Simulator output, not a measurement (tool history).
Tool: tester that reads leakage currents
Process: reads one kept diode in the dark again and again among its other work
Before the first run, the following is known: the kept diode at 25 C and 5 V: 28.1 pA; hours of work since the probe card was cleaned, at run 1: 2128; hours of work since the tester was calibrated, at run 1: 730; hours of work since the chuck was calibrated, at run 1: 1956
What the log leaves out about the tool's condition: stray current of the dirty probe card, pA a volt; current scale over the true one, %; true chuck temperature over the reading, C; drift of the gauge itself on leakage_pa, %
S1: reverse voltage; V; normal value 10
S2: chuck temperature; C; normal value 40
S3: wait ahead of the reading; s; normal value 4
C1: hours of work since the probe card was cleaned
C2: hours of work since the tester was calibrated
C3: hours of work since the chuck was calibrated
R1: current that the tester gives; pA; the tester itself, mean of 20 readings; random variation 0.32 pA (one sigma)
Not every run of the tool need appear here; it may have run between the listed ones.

run 1 day=0 | S1=10 S2=40 S3=4 | C1=2128 C2=730 C3=1956 | R1=106.33
-- day=0.692 probe card cleaned and baked
run 2 day=1.317 | S1=10 S2=54 S3=4 | C1=10 C2=749 C3=1976 | R1=257.71
run 3 day=2.271 | S1=10 S2=54 S3=4 | C1=26 C2=765 C3=1992 | R1=257.94
run 4 day=4.304 | S1=10 S2=54 S3=4 | C1=60 C2=799 C3=2025 | R1=257.88
run 5 day=5.321 | S1=10 S2=40 S3=4 | C1=77 C2=816 C3=2042 | R1=105.69
run 6 day=7.35 | S1=10 S2=34 S3=4 | C1=111 C2=850 C3=2076 | R1=70.98
run 7 day=9.442 | S1=10 S2=34 S3=4 | C1=146 C2=885 C3=2111 | R1=71.05
run 8 day=10.862 | S1=10 S2=34 S3=4 | C1=170 C2=909 C3=2135 | R1=71.23
run 9 day=12.167 | S1=10 S2=40 S3=2.93 | C1=192 C2=931 C3=2157 | R1=106.38
run 10 day=14.221 | S1=10 S2=40 S3=6.49 | C1=226 C2=965 C3=2191 | R1=105.8
run 11 day=15.512 | S1=10 S2=40 S3=6.49 | C1=248 C2=987 C3=2213 | R1=105.59
run 12 day=17.321 | S1=10 S2=40 S3=1.74 | C1=278 C2=1017 C3=2243 | R1=107.19
run 13 day=18.171 | S1=10 S2=32 S3=4 | C1=292 C2=1031 C3=2257 | R1=61.9
run 14 day=19.404 | S1=10 S2=32 S3=4 | C1=313 C2=1052 C3=2278 | R1=61.65
-- day=20.15 chuck's temperature calibrated
run 15 day=21.562 | S1=10 S2=32 S3=4 | C1=347 C2=1086 C3=24 | R1=61.86
run 16 day=22.858 | S1=2.3 S2=28 S3=7.05 | C1=369 C2=1108 C3=45 | R1=26.12
run 17 day=23.821 | S1=10 S2=26 S3=2.85 | C1=385 C2=1124 C3=61 | R1=40.98
run 18 day=25.162 | S1=1.2 S2=23 S3=1.15 | C1=407 C2=1146 C3=84 | R1=14.35
run 19 day=26.2 | S1=1.2 S2=59 S3=1.15 | C1=425 C2=1164 C3=101 | R1=152.94
run 20 day=27.904 | S1=1.2 S2=59 S3=1.15 | C1=453 C2=1192 C3=130 | R1=153.58
run 21 day=29.633 | S1=1.2 S2=40 S3=1.15 | C1=482 C2=1221 C3=158 | R1=46.62
run 22 day=31.454 | S1=14.3 S2=20 S3=1.01 | C1=513 C2=1252 C3=189 | R1=34.15
run 23 day=33.392 | S1=14.3 S2=20 S3=1.01 | C1=545 C2=1284 C3=221 | R1=34.14
run 24 day=34.729 | S1=14.3 S2=20 S3=9.8 | C1=567 C2=1306 C3=244 | R1=29.8

Predict each of these 3 candidate next runs independently; none follows another, all start after run 24:
run A day=35.658 | S1=18.8 S2=42 S3=2.67 | C1=583 C2=1322 C3=259 | R1=?
run B day=35.658 | S1=4.7 S2=31 S3=4.15 | C1=583 C2=1322 C3=259 | R1=?
run C day=35.658 | S1=10 S2=30 S3=4 | C1=583 C2=1322 C3=259 | R1=?

run=A R1=156.26
run=B R1=42.93
run=C R1=53.6
Had the tool no hidden state, the same runs would have come out as:
run=A R1=156.22
run=B R1=42.92
run=C R1=53.58
